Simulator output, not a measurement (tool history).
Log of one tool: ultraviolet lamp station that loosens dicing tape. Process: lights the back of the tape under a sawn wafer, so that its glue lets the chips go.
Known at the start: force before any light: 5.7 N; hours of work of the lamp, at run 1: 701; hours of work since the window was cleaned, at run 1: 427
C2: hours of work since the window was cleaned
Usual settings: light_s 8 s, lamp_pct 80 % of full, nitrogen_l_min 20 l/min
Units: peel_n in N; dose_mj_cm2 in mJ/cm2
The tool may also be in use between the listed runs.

Run 1, hour 0: usual settings; hours of work of the lamp 701; C2 427. Result: peel_n 0.52 N, dose_mj_cm2 389 mJ/cm2.
Run 2, hour 31.6: usual settings; hours of work of the lamp 720; C2 445. Result: peel_n 0.524 N, dose_mj_cm2 389 mJ/cm2.
Run 3, hour 50.7: usual settings; hours of work of the lamp 731; C2 457. Result: peel_n 0.542 N, dose_mj_cm2 385 mJ/cm2.
Run 4, hour 73.1: usual settings; hours of work of the lamp 744; C2 470. Result: peel_n 0.548 N, dose_mj_cm2 386 mJ/cm2.
Run 5, hour 98.8: usual settings; hours of work of the lamp 759; C2 485. Result: peel_n 0.533 N, dose_mj_cm2 382 mJ/cm2.
Run 6, hour 124.4: usual settings but lamp_pct 84 % of full; hours of work of the lamp 774; C2 500. Result: peel_n 0.523 N, dose_mj_cm2 405 mJ/cm2.
Run 7, hour 145.5: usual settings but lamp_pct 84 % of full; hours of work of the lamp 786; C2 512. Result: peel_n 0.517 N, dose_mj_cm2 393 mJ/cm2.
Run 8, hour 170.1: usual settings but lamp_pct 84 % of full; hours of work of the lamp 801; C2 526. Result: peel_n 0.537 N, dose_mj_cm2 396 mJ/cm2.
Run 9, hour 197: usual settings but lamp_pct 84 % of full; hours of work of the lamp 816; C2 542. Result: peel_n 0.523 N, dose_mj_cm2 396 mJ/cm2.
Run 10, hour 221.8: usual settings but light_s 4 s, lamp_pct 84 % of full; hours of work of the lamp 831; C2 557. Result: peel_n 1.541 N, dose_mj_cm2 194 mJ/cm2.
Run 11, hour 238.4: usual settings but light_s 4 s, lamp_pct 84 % of full; hours of work of the lamp 841; C2 566. Result: peel_n 1.554 N, dose_mj_cm2 194 mJ/cm2.
Run 12, hour 261.5: usual settings but light_s 4 s, lamp_pct 84 % of full; hours of work of the lamp 854; C2 580. Result: peel_n 1.542 N, dose_mj_cm2 194 mJ/cm2.
Run 13, hour 282.1: usual settings but light_s 4 s, lamp_pct 84 % of full; hours of work of the lamp 866; C2 592. Result: peel_n 1.556 N, dose_mj_cm2 195 mJ/cm2.
Run 14, hour 312.9: usual settings but light_s 4 s, lamp_pct 84 % of full; hours of work of the lamp 884; C2 610. Result: peel_n 1.51 N, dose_mj_cm2 195 mJ/cm2.
Run 15, hour 343: usual settings but light_s 4 s, lamp_pct 84 % of full; hours of work of the lamp 902; C2 628. Result: peel_n 1.543 N, dose_mj_cm2 193 mJ/cm2.
Run 16, hour 364.3: usual settings but light_s 4 s, lamp_pct 84 % of full; hours of work of the lamp 914; C2 640. Result: peel_n 1.545 N, dose_mj_cm2 191 mJ/cm2.
Run 17, hour 385.7: usual settings but light_s 5 s; hours of work of the lamp 927; C2 653. Result: peel_n 1.207 N, dose_mj_cm2 223 mJ/cm2.
Run 18, hour 415.6: usual settings but light_s 5 s; hours of work of the lamp 944; C2 670. Result: peel_n 1.274 N, dose_mj_cm2 226 mJ/cm2.
Run 19, hour 444.1: usual settings but light_s 5 s; hours of work of the lamp 961; C2 687. Result: peel_n 1.289 N, dose_mj_cm2 224 mJ/cm2.
At hour 455.9: window cleaned of glue's vapour.
Run 20, hour 464.4: usual settings but light_s 5 s; hours of work of the lamp 973; C2 5. Result: peel_n 1.098 N, dose_mj_cm2 246 mJ/cm2.
Run 21, hour 487.6: usual settings but light_s 5 s; hours of work of the lamp 986; C2 19. Result: peel_n 1.068 N, dose_mj_cm2 245 mJ/cm2.
Run 22, hour 509: usual settings but light_s 5 s; hours of work of the lamp 999; C2 31. Result: peel_n 1.117 N, dose_mj_cm2 246 mJ/cm2.
Run 23, hour 526.8: usual settings but light_s 7 s, lamp_pct 67 % of full, nitrogen_l_min 12 l/min; hours of work of the lamp 1009; C2 42. Result: peel_n 1.055 N, dose_mj_cm2 284 mJ/cm2.
Run 24, hour 553.9: usual settings but light_s 7 s, lamp_pct 67 % of full, nitrogen_l_min 12 l/min; hours of work of the lamp 1025; C2 57. Result: peel_n 1.088 N, dose_mj_cm2 280 mJ/cm2.
Run 25, hour 582.2: usual settings but light_s 6 s, nitrogen_l_min 8 l/min; hours of work of the lamp 1042; C2 74. Result: peel_n 1.23 N, dose_mj_cm2 288 mJ/cm2.
Run 26, hour 608.2: usual settings but light_s 6 s, nitrogen_l_min 8 l/min; hours of work of the lamp 1057; C2 89. Result: peel_n 1.285 N, dose_mj_cm2 286 mJ/cm2.
Run 27, hour 633.9: usual settings but light_s 6 s, nitrogen_l_min 8 l/min; hours of work of the lamp 1072; C2 104. Result: peel_n 1.228 N, dose_mj_cm2 287 mJ/cm2.
Run 28, hour 666.2: usual settings but lamp_pct 63 % of full, nitrogen_l_min 25 l/min; hours of work of the lamp 1091; C2 123. Result: peel_n 0.767 N, dose_mj_cm2 304 mJ/cm2.
Run 29, hour 686.3: usual settings but light_s 6 s, nitrogen_l_min 9 l/min; hours of work of the lamp 1103; C2 135. Result: peel_n 1.205 N, dose_mj_cm2 281 mJ/cm2.
Run 30, hour 704.9: usual settings but light_s 6 s, lamp_pct 63 % of full, nitrogen_l_min 9 l/min; hours of work of the lamp 1113; C2 146. Result: peel_n 1.628 N, dose_mj_cm2 223 mJ/cm2.
Run 31, hour 730.8: usual settings but light_s 6 s, lamp_pct 63 % of full, nitrogen_l_min 9 l/min; hours of work of the lamp 1129; C2 161. Result: peel_n 1.636 N, dose_mj_cm2 225 mJ/cm2.
Run 32, hour 761.9: usual settings but lamp_pct 62 % of full, nitrogen_l_min 8 l/min; hours of work of the lamp 1147; C2 179. Result: peel_n 1.249 N, dose_mj_cm2 285 mJ/cm2.
Run 33, hour 786.5: usual settings but light_s 5 s, lamp_pct 62 % of full, nitrogen_l_min 27 l/min; hours of work of the lamp 1161; C2 194. Result: peel_n 1.562 N, dose_mj_cm2 179 mJ/cm2.
Run 34, hour 807.2: usual settings but light_s 5 s, lamp_pct 75 % of full, nitrogen_l_min 12 l/min; hours of work of the lamp 1173; C2 206. Result: peel_n 1.559 N, dose_mj_cm2 216 mJ/cm2.
Run 35, hour 823.7: usual settings but lamp_pct 66 % of full, nitrogen_l_min 12 l/min; hours of work of the lamp 1183; C2 215. Result: peel_n 0.967 N, dose_mj_cm2 304 mJ/cm2.
Run 36, hour 854.2: usual settings but nitrogen_l_min 16 l/min; hours of work of the lamp 1201; C2 233. Result: peel_n 0.633 N, dose_mj_cm2 363 mJ/cm2.
Run 37, hour 870.8: usual settings but nitrogen_l_min 16 l/min; hours of work of the lamp 1211; C2 243. Result: peel_n 0.634 N, dose_mj_cm2 364 mJ/cm2.
Run 38, hour 891.6: usual settings but light_s 6 s, lamp_pct 76 % of full, nitrogen_l_min 13 l/min; hours of work of the lamp 1223; C2 255. Result: peel_n 1.218 N, dose_mj_cm2 256 mJ/cm2.
Run 39, hour 919.3: usual settings but light_s 9 s, nitrogen_l_min 23 l/min; hours of work of the lamp 1239; C2 271. Result: peel_n 0.451 N, dose_mj_cm2 405 mJ/cm2.
Run 40, hour 941.3: usual settings but light_s 4 s, lamp_pct 98 % of full, nitrogen_l_min 33 l/min; hours of work of the lamp 1252; C2 284. Result: peel_n 1.119 N, dose_mj_cm2 223 mJ/cm2.
Run 41, hour 965.6: usual settings but light_s 10 s, lamp_pct 85 % of full, nitrogen_l_min 8 l/min; hours of work of the lamp 1266; C2 298. Result: peel_n 0.558 N, dose_mj_cm2 476 mJ/cm2.
Run 42, hour 985.4: usual settings but light_s 7 s, lamp_pct 92 % of full, nitrogen_l_min 31 l/min; hours of work of the lamp 1278; C2 310. Result: peel_n 0.528 N, dose_mj_cm2 360 mJ/cm2.
Run 43, hour 1015.1: usual settings but light_s 7 s, lamp_pct 92 % of full, nitrogen_l_min 11 l/min; hours of work of the lamp 1295; C2 327. Result: peel_n 0.81 N, dose_mj_cm2 361 mJ/cm2.
Run 44, hour 1036.3: usual settings but light_s 6 s, lamp_pct 92 % of full, nitrogen_l_min 9 l/min; hours of work of the lamp 1307; C2 340. Result: peel_n 1.09 N, dose_mj_cm2 304 mJ/cm2.

The same runs without the tool's hidden state, with the same run-to-run variation:
The hidden state here: lamp's light, % of a new lamp's; light that the window lets through, % of a clean one's; drift of the gauge itself on peel_n, %; drift of the gauge itself on dose_mj_cm2, %.
run  peel_n  dose_mj_cm2
  1   0.377          469
  2   0.376          471
  3   0.385          469
  4   0.391          472
  5   0.377          470
  6   0.366          499
  7   0.363          487
  8   0.374          493
  9   0.363          495
 10   1.131          244
 11   1.137          245
 12   1.122          245
 13   1.126          247
 14   1.086          249
 15   1.103          248
 16   1.096          246
 17   0.819          290
 18   0.856          294
 19   0.857          293
 20   0.837          293
 21    0.81          293
 22   0.842          295
 23   0.786          342
 24   0.803          339
 25   0.917          350
 26   0.952          350
 27   0.901          353
 28    0.53          375
 29   0.869          349
 30   1.228          278
 31    1.23          281
 32    0.88          360
 33   1.144          227
 34   1.134          274
 35   0.646          387
 36   0.407          466
 37   0.412          469
 38    0.82          332
 39   0.301          526
 40   0.737          289
 41   0.354          623
 42   0.338          473
 43   0.501          476
 44    0.69          404
